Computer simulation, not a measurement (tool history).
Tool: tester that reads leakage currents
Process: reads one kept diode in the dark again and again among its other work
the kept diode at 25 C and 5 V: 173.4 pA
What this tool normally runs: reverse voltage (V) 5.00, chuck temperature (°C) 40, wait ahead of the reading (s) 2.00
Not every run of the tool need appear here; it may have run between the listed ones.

run,hour,reverse voltage (V),chuck temperature (°C),wait ahead of the reading (s),current that the tester gives (pA)
1,0.0,5.00,40,2.00,590.79
2,71.3,5.00,40,2.00,587.73
3,135.0,5.00,40,2.00,586.13
4,265.2,5.00,40,2.00,580.61
5,410.8,5.00,21,2.00,108.56
6,533.8,5.00,21,2.00,107.71
7,631.8,1.72,40,2.00,349.08
8,777.6,1.97,40,2.00,363.83
9,882.9,1.97,40,1.92,360.44
10,971.0,1.97,40,1.92,413.16
11,1093.9,1.97,40,8.15,411.21
12,1226.5,1.97,40,8.15,408.25
13,1291.0,1.97,40,8.15,405.61
14,1383.6,5.00,40,2.39,618.56
15,1503.1,5.00,40,2.00,613.67
16,1636.8,5.00,40,2.00,609.43
17,1765.9,5.00,40,0.64,604.42
18,1863.2,5.00,40,0.64,599.47
19,2009.4,5.00,40,2.00,595.38
20,2136.4,5.00,40,2.00,589.66
21,2275.0,5.00,37,0.44,455.76
22,2417.3,5.83,40,0.30,623.25
23,2511.5,1.93,40,0.52,376.84
24,2577.5,8.36,20,2.00,124.22
25,2646.4,8.99,53,2.00,2111.70
26,2748.2,2.79,23,7.05,98.41
27,2891.6,13.56,27,1.33,290.65
28,2994.3,3.11,39,5.79,417.53
29,3076.8,3.11,39,5.79,415.67
30,3211.3,5.98,39,5.79,633.84
31,3319.8,5.09,42,0.61,754.09
32,3451.6,1.24,40,1.09,331.06
33,3592.8,1.24,40,1.09,330.06
34,3733.0,1.24,40,1.09,326.25
35,3819.8,1.00,53,2.00,828.28
36,3915.8,1.21,29,1.26,124.72
37,4007.6,2.02,29,0.59,159.73

Taken out of this log: 5 entries between the listed runs. Where each belongs, and how the hidden state differs across it:
In the gap between runs 7 and 8: chuck's temperature calibrated (hour 715.4)
  stray current of the dirty probe card, pA a volt: 0.451 -> 0.488; current scale over the true one, %: -0.88 -> -0.9; true chuck temperature over the reading, C: -1.33 -> -1.62
  what was measured, less what the result would be without the hidden state, current that the tester gives (pA): -43.39 -> -55.32
In the gap between runs 9 and 10: chuck's temperature calibrated, once more (hour 926.6)
  stray current of the dirty probe card, pA a volt: 0.518 -> 0.542; current scale over the true one, %: -0.92 -> -0.93; true chuck temperature over the reading, C: -1.69 -> -0.05
  what was measured, less what the result would be without the hidden state, current that the tester gives (pA): -57.14 -> -4.56
In the gap between runs 16 and 17: probe card cleaned and baked (hour 1759.3)
  stray current of the dirty probe card, pA a volt: 0.716 -> 0.028; current scale over the true one, %: -1.02 -> -1.04; true chuck temperature over the reading, C: -0.5 -> -0.58
  what was measured, less what the result would be without the hidden state, current that the tester gives (pA): -28.45 -> -36.22
In the gap between runs 29 and 30: chuck's temperature calibrated (hour 3169.4)
  stray current of the dirty probe card, pA a volt: 0.38 -> 0.414; current scale over the true one, %: -1.22 -> -1.23; true chuck temperature over the reading, C: -1.46 -> 0.07
  what was measured, less what the result would be without the hidden state, current that the tester gives (pA): -58.42 -> -1.59
In the gap between runs 36 and 37: tester calibrated (hour 4002.5)
  stray current of the dirty probe card, pA a volt: 0.6 -> 0.625; current scale over the true one, %: -1.33 -> 0.05; true chuck temperature over the reading, C: -0.39 -> -0.44
  what was measured, less what the result would be without the hidden state, current that the tester gives (pA): -5.38 -> -5.07
